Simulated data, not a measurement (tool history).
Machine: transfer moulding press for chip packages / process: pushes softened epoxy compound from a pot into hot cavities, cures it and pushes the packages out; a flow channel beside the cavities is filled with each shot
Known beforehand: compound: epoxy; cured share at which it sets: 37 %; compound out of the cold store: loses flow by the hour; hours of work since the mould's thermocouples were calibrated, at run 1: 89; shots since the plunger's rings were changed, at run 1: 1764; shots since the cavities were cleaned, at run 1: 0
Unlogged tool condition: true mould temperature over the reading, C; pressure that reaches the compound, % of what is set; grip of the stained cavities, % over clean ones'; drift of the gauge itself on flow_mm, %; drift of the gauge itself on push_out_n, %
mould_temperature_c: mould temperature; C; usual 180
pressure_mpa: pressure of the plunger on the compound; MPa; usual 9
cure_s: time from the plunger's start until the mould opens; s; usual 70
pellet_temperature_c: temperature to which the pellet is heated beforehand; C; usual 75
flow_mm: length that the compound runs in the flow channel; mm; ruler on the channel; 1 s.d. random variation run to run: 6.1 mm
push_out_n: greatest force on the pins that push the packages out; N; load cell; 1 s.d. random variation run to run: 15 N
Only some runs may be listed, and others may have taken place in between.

run	hour	mould_temperature_c	pressure_mpa	cure_s	pellet_temperature_c	hours of work since the mould's thermocouples were calibrated	shots since the plunger's rings were changed	shots since the cavities were cleaned	incoming compound's hours out of the cold store	flow_mm	push_out_n
1	0	180	9	70	75	89	1764	0	45.2	773	668
2	5.6	180	9	70	75	92	1839	75	39	786	717
3	19	180	9	70	75	100	2017	253	11.2	841	799
4	29.3	180	8.59	70	75	106	2153	389	16.4	807	801
# hour 34.5: cavities cleaned with cleaning compound and waxed
5	41.6	180	8.59	70	75	112	2296	94	13.4	813	891
6	49.4	180	8.13	70	75	116	2400	198	22.7	756	902
# hour 55.1: cavities cleaned with cleaning compound and waxed, once more
7	56.8	180	8.13	70	75	120	2478	23	25	752	739
8	68.3	180	8.13	70	75	126	2632	177	24.1	756	756
9	78.7	180	8.13	70	75	132	2769	314	20.2	765	793
10	85.6	183	6.87	66	76	136	2860	405	14	715	829
# hour 89: cavities cleaned with cleaning compound and waxed
11	96.3	177	10.6	70	75	141	2984	98	11.4	898	894
12	106.4	180	8.11	70	75	147	3118	232	21.8	770	747
13	112.2	180	8.86	51	83	150	3194	308	46.9	731	1752
# hour 123.1: cavities cleaned with cleaning compound and waxed
14	123.3	180	8.86	51	83	155	3322	4	26.4	788	1622
15	136.1	174	7.29	69	70	162	3491	173	14.4	739	1213
16	143.1	184	9	53	75	166	3585	267	45	740	1365
17	154.4	180	10.36	70	75	173	3735	417	47.3	790	814
# hour 157.1: cavities cleaned with cleaning compound and waxed
18	168	181	8.96	58	75	180	3895	144	31.5	766	1171

4 options for the next run, each taken on its own from the tool as it stands now. Forecast them:
A	178.4	176	8.96	70	75	185	4033	282	43.5	?	?
B	178.4	180	7.5	70	74	185	4033	282	13.2	?	?
C	178.4	180	10.45	85	75	185	4033	282	10.3	?	?
D	178.4	185	8.96	58	75	185	4033	282	9.7	?	?

run	flow_mm	push_out_n
A	745	972
B	739	806
C	873	568
D	798	1060
Without the tool's unlogged condition, the same runs would have read:
run	flow_mm	push_out_n
A	801	877
B	794	726
C	939	500
D	858	956

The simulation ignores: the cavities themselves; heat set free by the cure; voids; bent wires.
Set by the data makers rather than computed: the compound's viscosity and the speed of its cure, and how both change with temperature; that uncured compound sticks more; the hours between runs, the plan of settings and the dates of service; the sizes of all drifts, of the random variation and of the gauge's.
